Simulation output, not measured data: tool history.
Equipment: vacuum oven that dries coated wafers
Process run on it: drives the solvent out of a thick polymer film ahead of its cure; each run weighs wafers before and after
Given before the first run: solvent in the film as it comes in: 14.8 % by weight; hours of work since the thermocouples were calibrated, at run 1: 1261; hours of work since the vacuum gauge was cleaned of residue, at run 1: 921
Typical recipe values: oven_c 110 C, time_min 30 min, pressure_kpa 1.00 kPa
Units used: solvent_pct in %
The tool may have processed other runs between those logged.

run      day  oven_c  time_min  pressure_kpa  hours of work since the thermocouples were calibrated  hours of work since the vacuum gauge was cleaned of residue  solvent_pct
  1    0.000     110        30          1.00                                                   1261                                                          921         1.43
  2    1.954     118        30          1.00                                                   1283                                                          943         0.89
  3    4.883     110        23          1.00                                                   1316                                                          976         2.04
  4    7.521     110        23          1.00                                                   1345                                                         1005         2.07
  5   10.050     110        30          1.00                                                   1373                                                         1034         1.51
  6   12.275     110        30          1.00                                                   1398                                                         1058         1.46
  7   14.512     110        30          1.00                                                   1423                                                         1083         1.43
  8   16.250     110        19          1.00                                                   1443                                                         1103         2.75
  9   18.433     110        30          1.08                                                   1467                                                         1127         1.56
 10   20.979     110        30          1.08                                                   1495                                                         1156         1.61
 11   24.196     110        30          1.00                                                   1531                                                         1191         1.52
      24.621  -- oven's thermocouples calibrated
 12   25.988     110        30          1.00                                                     15                                                         1210         1.26
 13   27.800     110        30          1.00                                                     35                                                         1231         1.33
 14   30.004     110        30          1.00                                                     60                                                         1255         1.28
 15   32.096     110        30          1.00                                                     83                                                         1279         1.34
 16   33.688      97        30          1.00                                                    101                                                         1296         3.08
 17   36.158      97        30          1.00                                                    129                                                         1324         3.14
 18   38.442     106        30          1.00                                                    154                                                         1349         1.75
 19   40.317     106        30          1.00                                                    175                                                         1370         1.78
      40.579  -- vacuum gauge cleaned of residue and calibrated
 20   42.200     106        30          1.00                                                    195                                                           18         1.83
 21   44.846     110        30          1.00                                                    225                                                           48         1.39
 22   47.317     110        30          1.70                                                    253                                                           75         1.89
      49.654  -- vacuum gauge cleaned of residue and calibrated, once more
 23   50.496     110        30          1.00                                                    287                                                            9         1.23
 24   53.288     110        30          0.68                                                    318                                                           41         1.05
 25   54.817     110        30          1.34                                                    335                                                           58         1.39
 26   56.571     117        30          2.82                                                    355                                                           77         1.69
 27   59.138     117        30          2.82                                                    384                                                          106         1.70
 28   61.442     105        30          2.82                                                    409                                                          132         3.04
 29   64.433     105        30          2.82                                                    443                                                          165         3.24
 30   66.833     105        30          2.82                                                    470                                                          192         3.19
 31   68.758     110        31          0.84                                                    491                                                          213         1.10
 32   71.625     116        45          1.00                                                    523                                                          245         0.62
 33   74.404     116        45          1.00                                                    554                                                          276         0.63
 34   76.329     120        27          2.24                                                    575                                                          298         1.31
 35   79.954     111        30          1.00                                                    616                                                          338         1.22
 36   83.679     100        30          1.88                                                    657                                                          380         3.39
 37   85.992     110        30          1.00                                                    683                                                          405         1.40
 38   88.688     104        30          0.59                                                    713                                                          435         1.72
 39   91.458     120        31          1.95                                                    744                                                          466         1.12
 40   94.296     120        31          1.95                                                    776                                                          498         1.12
 41   97.821     120        40          1.95                                                    815                                                          537         0.99
 42  100.342     112        30          0.55                                                    843                                                          566         0.95
 43  103.471     111        30          0.74                                                    878                                                          600         1.06
 44  106.038     111        30          0.74                                                    907                                                          629         1.08
 45  108.692      96        27          0.57                                                    937                                                          659         3.53
 46  110.808      96        27          0.57                                                    960                                                          682         3.58
 47  114.296      96        27          0.57                                                    999                                                          721         3.64

Take each entry between the runs: how does the hidden state at the last listed run before it differ from the hidden state at the first listed run after it?
Runs 11 to 12: oven's thermocouples calibrated (day 24.621)
  true wafer temperature over the reading, C: -3.11 -> -0.43; true pressure over the reading, kPa: 0.215 -> 0.218
  difference, measured minus the result without the unlogged condition, solvent_pct: +0.43 -> +0.18 %
Runs 19 to 20: vacuum gauge cleaned of residue and calibrated (day 40.579)
  true wafer temperature over the reading, C: -0.77 -> -0.82; true pressure over the reading, kPa: 0.251 -> 0.302
  difference, measured minus the result without the unlogged condition, solvent_pct: +0.27 -> +0.32 %
Runs 22 to 23: vacuum gauge cleaned of residue and calibrated, once more (day 49.654)
  true wafer temperature over the reading, C: -0.94 -> -1.02; true pressure over the reading, kPa: 0.314 -> 0.008
  difference, measured minus the result without the unlogged condition, solvent_pct: +0.30 -> +0.09 %

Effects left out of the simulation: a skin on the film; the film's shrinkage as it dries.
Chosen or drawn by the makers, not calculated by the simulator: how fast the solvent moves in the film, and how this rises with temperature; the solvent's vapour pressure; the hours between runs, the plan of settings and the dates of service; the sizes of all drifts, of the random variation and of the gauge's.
